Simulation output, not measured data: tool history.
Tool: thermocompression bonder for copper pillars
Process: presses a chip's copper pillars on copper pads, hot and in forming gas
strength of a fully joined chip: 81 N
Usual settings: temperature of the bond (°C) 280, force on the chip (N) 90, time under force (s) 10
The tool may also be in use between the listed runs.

run,hour,temperature of the bond (°C),force on the chip (N),time under force (s),force that shears a chip off (N)
1,0,280,90,10,43.7
2,20.1,280,90,10,43.8
3,38.9,280,90,10,43.7
4,54,280,90,10,43.7
5,68.7,280,90,18,52.6
6,79.3,280,80,10,41
7,94.5,280,80,10,41
8,115.9,280,80,10,40.8
9,136.4,280,80,10,40.6
10,157.1,261,90,10,36.5
11,168.9,261,90,10,36.5
12,185.3,261,75,10,32.5
13,201.7,261,75,10,32.5
14,218.3,261,75,10,32.7
15,228.6,261,75,10,32.3
16,243.4,261,75,10,32.4
17,254.7,261,75,10,32.4
18,270.1,261,75,10,32.6
19,280.7,261,75,10,32.6
20,303.3,261,75,10,32.5
21,321.4,254,90,10,33.7
22,337.3,254,90,10,33.6
23,347.1,285,61,16,42.1
24,360.8,302,125,16,65.1
25,374.7,262,61,16,34.1
26,395.8,266,97,9,37.8
# hour 403.1: gauge calibrated
27,415.5,266,97,9,39.1
28,438,280,80,10,41.4
29,459.1,270,135,10,49.9
30,476.1,257,117,28,55.6
31,497.2,257,117,28,56.1
32,512.5,257,117,28,55.9
33,533.5,305,116,14,63.2
34,554.7,306,123,10,59.9
# hour 567.8: forming gas filter changed
35,577.3,276,109,22,57.8
36,593.9,257,66,10,28.6
37,613,280,102,23,58.7
38,623,280,102,23,58.5
39,637.3,289,102,8,46.3
40,661.1,310,83,10,52.1
41,675.1,310,83,10,52

Forecast each of these 3 alternatives for the next run:
A,693.7,310,135,21,?
B,693.7,271,119,23,?
C,693.7,298,90,26,?

run,force that shears a chip off (N)
A,70.8
B,58.3
C,62.7
Without the tool's hidden state the same runs would have given:
run,force that shears a chip off (N)
A,72
B,59.3
C,63.8
